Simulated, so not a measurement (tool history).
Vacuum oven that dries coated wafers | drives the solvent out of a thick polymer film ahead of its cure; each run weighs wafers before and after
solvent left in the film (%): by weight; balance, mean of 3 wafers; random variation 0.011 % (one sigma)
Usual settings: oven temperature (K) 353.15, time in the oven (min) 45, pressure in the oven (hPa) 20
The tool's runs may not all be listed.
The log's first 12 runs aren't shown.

run	hour	oven temperature (K)	time in the oven (min)	pressure in the oven (hPa)	hours of work since the thermocouples were calibrated	hours of work since the vacuum gauge was cleaned of residue	solvent left in the film (%)
13	331.1	353.15	61	20	323	229	0.94
14	364.6	353.15	45	20	339	245	1.39
15	381.7	353.15	45	20	347	253	1.35
16	405.9	353.15	45	20	359	265	1.38
17	425.1	353.15	77	54.7	368	275	2.03
18	443.9	362.15	59	32.5	378	284	0.87
19	480	344.15	42	10.7	395	301	2.7
# hour 484.2: vacuum gauge cleaned of residue and calibrated
20	513	351.15	26	16.7	411	14	3.48
21	545.9	345.15	58	16.7	427	30	1.74
22	572.2	345.15	58	16.7	440	43	1.72

The next listed run, before its measurement:
23	593.8	354.15	45	16.9	450	54	?

{"run 23": {"solvent left in the film (%)": 1.16}}
Without the tool's hidden state the same run would have given solvent left in the film (%) 1.23.

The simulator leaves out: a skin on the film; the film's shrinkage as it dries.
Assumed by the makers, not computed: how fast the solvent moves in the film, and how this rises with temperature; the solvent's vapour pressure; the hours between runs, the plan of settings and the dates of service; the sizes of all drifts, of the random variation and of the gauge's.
